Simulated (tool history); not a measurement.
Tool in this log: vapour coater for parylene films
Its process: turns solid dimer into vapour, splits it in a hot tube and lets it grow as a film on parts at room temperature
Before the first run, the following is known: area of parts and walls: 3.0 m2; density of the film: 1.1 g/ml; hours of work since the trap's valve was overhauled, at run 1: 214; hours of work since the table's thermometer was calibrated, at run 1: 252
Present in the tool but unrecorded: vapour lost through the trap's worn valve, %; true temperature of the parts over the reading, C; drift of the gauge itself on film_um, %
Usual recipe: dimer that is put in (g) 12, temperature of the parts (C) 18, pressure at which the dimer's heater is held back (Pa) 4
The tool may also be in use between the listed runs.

run   hour  dimer that is put in (g)  temperature of the parts (C)  pressure at which the dimer's heater is held back (Pa)  hours of work since the trap's valve was overhauled  hours of work since the table's thermometer was calibrated  thickness of the film (um)
  1      0                        12                            18                                                       4                                                  214                                                         252                        1.82
  2   31.2                        12                            18                                                       4                                                  235                                                         274                        1.87
  3     68                        12                            18                                                       4                                                  260                                                         298                        1.79
  4  112.5                        12                            18                                                       4                                                  290                                                         329                        1.76
  5  148.3                        12                            18                                                       4                                                  314                                                         353                        1.77
  6  190.7                         6                            18                                                       4                                                  342                                                         381                        0.88
  7  245.1                         6                            18                                                       4                                                  379                                                         418                         0.9
  8  278.3                         6                            16                                                    2.18                                                  402                                                         441                        1.14
  9  321.4                         8                            13                                                    6.23                                                  431                                                         470                        1.36
 10  376.7                         6                            24                                                    2.62                                                  468                                                         507                        0.72
     399.8  -- trap's valve overhauled
 11  405.6                         6                            15                                                    8.64                                                    4                                                         524                         0.9
 12    447                        17                            17                                                    2.49                                                   32                                                         552                        2.98
 13  504.3                        17                            21                                                    2.49                                                   71                                                         591                        2.49
 14  560.5                        17                            19                                                   11.84                                                  109                                                         629                        1.91

Here are 3 independent what-if runs from the current tool condition. What would each one return?
  A  602.6                        10                            16                                                   11.84                                                  137                                                         657                           ?
  B  602.6                        12                            28                                                       4                                                  137                                                         657                           ?
  C  602.6                        17                            19                                                    7.11                                                  137                                                         657                           ?

run  thickness of the film (um)
  A                        1.28
  B                        1.13
  C                        2.16
Without the tool's hidden state the same runs would have given:
run  thickness of the film (um)
  A                        1.38
  B                        1.22
  C                        2.32
